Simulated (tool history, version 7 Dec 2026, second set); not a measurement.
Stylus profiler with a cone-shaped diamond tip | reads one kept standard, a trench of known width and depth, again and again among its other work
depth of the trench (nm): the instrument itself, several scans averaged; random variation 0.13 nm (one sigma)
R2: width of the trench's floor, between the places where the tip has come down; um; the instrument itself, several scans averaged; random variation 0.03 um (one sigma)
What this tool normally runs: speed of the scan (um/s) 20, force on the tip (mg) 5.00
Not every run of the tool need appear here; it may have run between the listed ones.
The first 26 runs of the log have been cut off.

Run 27, hour 785.7: usual settings but speed of the scan (um/s) 65, force on the tip (mg) 2.83. Result: depth of the trench (nm) 509.58, R2 93.87 um.
Run 28, hour 808.1: usual settings but speed of the scan (um/s) 7, force on the tip (mg) 4.87. Result: depth of the trench (nm) 513.37, R2 94.15 um.
Run 29, hour 841.1: usual settings but speed of the scan (um/s) 17, force on the tip (mg) 3.30. Result: depth of the trench (nm) 510.59, R2 94.05 um.
Run 30, hour 870.3: usual settings but speed of the scan (um/s) 17, force on the tip (mg) 3.30. Result: depth of the trench (nm) 510.58, R2 93.96 um.
Run 31, hour 901.5: usual settings but speed of the scan (um/s) 24, force on the tip (mg) 8.50. Result: depth of the trench (nm) 519.23, R2 93.98 um.
Run 32, hour 920.5: usual settings but speed of the scan (um/s) 31, force on the tip (mg) 5.59. Result: depth of the trench (nm) 514.57, R2 93.89 um.
Run 33, hour 948.5: usual settings but speed of the scan (um/s) 16, force on the tip (mg) 9.15. Result: depth of the trench (nm) 520.09, R2 93.88 um.
Run 34, hour 972.9: usual settings but speed of the scan (um/s) 16, force on the tip (mg) 9.15. Result: depth of the trench (nm) 520.44, R2 93.82 um.
Run 35, hour 1016.5: usual settings but speed of the scan (um/s) 16, force on the tip (mg) 9.15. Result: depth of the trench (nm) 520.14, R2 93.72 um.
Run 36, hour 1051.4: usual settings but speed of the scan (um/s) 17. Result: depth of the trench (nm) 513.95, R2 93.63 um.
Run 37, hour 1080.6: usual settings but speed of the scan (um/s) 17, force on the tip (mg) 5.52. Result: depth of the trench (nm) 514.84, R2 93.61 um.
Run 38, hour 1103.7: usual settings but speed of the scan (um/s) 7, force on the tip (mg) 5.53. Result: depth of the trench (nm) 514.73, R2 93.51 um.
Run 39, hour 1138.6: usual settings but speed of the scan (um/s) 10, force on the tip (mg) 10.68. Result: depth of the trench (nm) 522.41, R2 93.53 um.
Run 40, hour 1163.7: usual settings but speed of the scan (um/s) 79, force on the tip (mg) 2.17. Result: depth of the trench (nm) 508.75, R2 93.08 um.
Run 41, hour 1193.2: usual settings but speed of the scan (um/s) 79, force on the tip (mg) 2.17. Result: depth of the trench (nm) 508.82, R2 92.96 um.
Run 42, hour 1223.3: usual settings but speed of the scan (um/s) 36, force on the tip (mg) 2.05. Result: depth of the trench (nm) 508.56, R2 93.21 um.
Run 43, hour 1258.1: usual settings but speed of the scan (um/s) 30, force on the tip (mg) 4.66. Result: depth of the trench (nm) 513.81, R2 93.29 um.

Here are 5 independent what-if runs from the current tool condition. What would each one return?
Run A, hour 1284.2: usual settings but speed of the scan (um/s) 32, force on the tip (mg) 9.85. Result: depth of the trench (nm) ?, R2 ?.
Run B, hour 1284.2: usual settings but speed of the scan (um/s) 6, force on the tip (mg) 2.88. Result: depth of the trench (nm) ?, R2 ?.
Run C, hour 1284.2: usual settings but speed of the scan (um/s) 35, force on the tip (mg) 13.43. Result: depth of the trench (nm) ?, R2 ?.
Run D, hour 1284.2: usual settings but speed of the scan (um/s) 16, force on the tip (mg) 6.53. Result: depth of the trench (nm) ?, R2 ?.
Run E, hour 1284.2: usual settings but speed of the scan (um/s) 15, force on the tip (mg) 12.70. Result: depth of the trench (nm) ?, R2 ?.

run  depth of the trench (nm)     R2
  A                    521.76  93.19
  B                    510.15  93.23
  C                    526.36  93.21
  D                    517.07  93.25
  E                    525.25  93.26
With the hidden condition removed and each run's random variation left untouched, the same runs would have given:
run  depth of the trench (nm)     R2
  A                    520.13  95.52
  B                    508.56  95.55
  C                    524.72  95.54
  D                    515.46  95.58
  E                    523.61  95.58

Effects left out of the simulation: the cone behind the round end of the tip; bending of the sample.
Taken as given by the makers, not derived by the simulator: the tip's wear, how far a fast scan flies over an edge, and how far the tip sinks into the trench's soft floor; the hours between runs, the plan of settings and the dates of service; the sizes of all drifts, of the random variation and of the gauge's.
